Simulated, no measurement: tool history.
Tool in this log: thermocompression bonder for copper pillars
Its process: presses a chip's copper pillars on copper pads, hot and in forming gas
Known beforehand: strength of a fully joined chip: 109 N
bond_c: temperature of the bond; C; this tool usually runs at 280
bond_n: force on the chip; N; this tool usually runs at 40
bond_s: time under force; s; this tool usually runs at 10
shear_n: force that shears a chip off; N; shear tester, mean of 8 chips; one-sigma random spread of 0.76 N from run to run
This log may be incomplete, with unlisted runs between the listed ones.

{"run": 1, "day": 0.0, "bond_c": 280, "bond_n": 40, "bond_s": 10, "shear_n": 52.7}
{"run": 2, "day": 0.446, "bond_c": 280, "bond_n": 40, "bond_s": 10, "shear_n": 53.3}
{"run": 3, "day": 1.304, "bond_c": 280, "bond_n": 40, "bond_s": 10, "shear_n": 53.5}
{"run": 4, "day": 1.821, "bond_c": 280, "bond_n": 40, "bond_s": 10, "shear_n": 52.7}
{"run": 5, "day": 2.367, "bond_c": 274, "bond_n": 40, "bond_s": 10, "shear_n": 50.6}
{"run": 6, "day": 3.008, "bond_c": 274, "bond_n": 40, "bond_s": 10, "shear_n": 50.3}
{"run": 7, "day": 3.404, "bond_c": 280, "bond_n": 40, "bond_s": 10, "shear_n": 52}
{"run": 8, "day": 3.871, "bond_c": 280, "bond_n": 43, "bond_s": 10, "shear_n": 54.1}
{"run": 9, "day": 4.596, "bond_c": 274, "bond_n": 40, "bond_s": 10, "shear_n": 50.2}
{"run": 10, "day": 5.046, "bond_c": 274, "bond_n": 40, "bond_s": 10, "shear_n": 49.9}
{"run": 11, "day": 6.012, "bond_c": 274, "bond_n": 40, "bond_s": 10, "shear_n": 50.5}
{"run": 12, "day": 6.504, "bond_c": 274, "bond_n": 40, "bond_s": 10, "shear_n": 48.6}
{"run": 13, "day": 6.908, "bond_c": 274, "bond_n": 40, "bond_s": 10, "shear_n": 49.6}
{"run": 14, "day": 7.438, "bond_c": 274, "bond_n": 40, "bond_s": 10, "shear_n": 49.5}
{"run": 15, "day": 7.871, "bond_c": 280, "bond_n": 40, "bond_s": 10, "shear_n": 51.2}
{"run": 16, "day": 8.779, "bond_c": 280, "bond_n": 40, "bond_s": 29, "shear_n": 72.2}
{"run": 17, "day": 9.692, "bond_c": 280, "bond_n": 40, "bond_s": 29, "shear_n": 72.2}
{"run": 18, "day": 10.171, "bond_c": 280, "bond_n": 40, "bond_s": 29, "shear_n": 72.5}
{"run": 19, "day": 10.725, "bond_c": 280, "bond_n": 40, "bond_s": 10, "shear_n": 52.7}
{"run": 20, "day": 11.304, "bond_c": 280, "bond_n": 40, "bond_s": 10, "shear_n": 52.1}
{"day": 11.904, "done": "heater calibrated with a thermocouple chip"}
{"run": 21, "day": 12.233, "bond_c": 280, "bond_n": 29, "bond_s": 22, "shear_n": 57.6}
{"run": 22, "day": 12.812, "bond_c": 300, "bond_n": 59, "bond_s": 8, "shear_n": 66.1}
{"run": 23, "day": 13.396, "bond_c": 300, "bond_n": 51, "bond_s": 8, "shear_n": 61.4}
{"run": 24, "day": 13.921, "bond_c": 290, "bond_n": 40, "bond_s": 10, "shear_n": 55.8}
{"run": 25, "day": 14.617, "bond_c": 270, "bond_n": 49, "bond_s": 9, "shear_n": 49.5}
{"run": 26, "day": 15.183, "bond_c": 270, "bond_n": 49, "bond_s": 9, "shear_n": 49.1}
{"run": 27, "day": 15.921, "bond_c": 280, "bond_n": 30, "bond_s": 14, "shear_n": 50.2}
{"day": 16.321, "done": "heater calibrated with a thermocouple chip, once more"}
{"run": 28, "day": 16.804, "bond_c": 272, "bond_n": 29, "bond_s": 14, "shear_n": 49}
{"run": 29, "day": 17.675, "bond_c": 307, "bond_n": 29, "bond_s": 14, "shear_n": 66}
{"run": 30, "day": 18.533, "bond_c": 284, "bond_n": 52, "bond_s": 15, "shear_n": 71.2}
{"run": 31, "day": 18.958, "bond_c": 296, "bond_n": 40, "bond_s": 10, "shear_n": 62.9}
{"run": 32, "day": 19.371, "bond_c": 296, "bond_n": 40, "bond_s": 10, "shear_n": 63}
{"run": 33, "day": 20.179, "bond_c": 278, "bond_n": 40, "bond_s": 5, "shear_n": 41.8}
{"run": 34, "day": 21.033, "bond_c": 280, "bond_n": 46, "bond_s": 25, "shear_n": 74.8}
{"run": 35, "day": 21.9, "bond_c": 288, "bond_n": 29, "bond_s": 10, "shear_n": 50.3}
{"run": 36, "day": 22.842, "bond_c": 288, "bond_n": 29, "bond_s": 10, "shear_n": 50.1}
{"run": 37, "day": 23.704, "bond_c": 295, "bond_n": 40, "bond_s": 20, "shear_n": 75.7}
{"run": 38, "day": 24.142, "bond_c": 258, "bond_n": 26, "bond_s": 10, "shear_n": 35.9}
{"run": 39, "day": 25.062, "bond_c": 280, "bond_n": 39, "bond_s": 7, "shear_n": 46.7}

Below are 5 alternative next runs, each starting from the tool's condition after run 39. Predict each:
{"run": "A", "day": 25.529, "bond_c": 293, "bond_n": 50, "bond_s": 10, "shear_n": "?"}
{"run": "B", "day": 25.529, "bond_c": 302, "bond_n": 33, "bond_s": 7, "shear_n": "?"}
{"run": "C", "day": 25.529, "bond_c": 290, "bond_n": 35, "bond_s": 23, "shear_n": "?"}
{"run": "D", "day": 25.529, "bond_c": 300, "bond_n": 39, "bond_s": 7, "shear_n": "?"}
{"run": "E", "day": 25.529, "bond_c": 255, "bond_n": 51, "bond_s": 10, "shear_n": "?"}

run=A shear_n=66.5
run=B shear_n=54
run=C shear_n=71
run=D shear_n=56.8
run=E shear_n=47.6
With no hidden state in the tool, these same runs would have given:
run=A shear_n=69.7
run=B shear_n=56.7
run=C shear_n=74.3
run=D shear_n=59.7
run=E shear_n=50.2
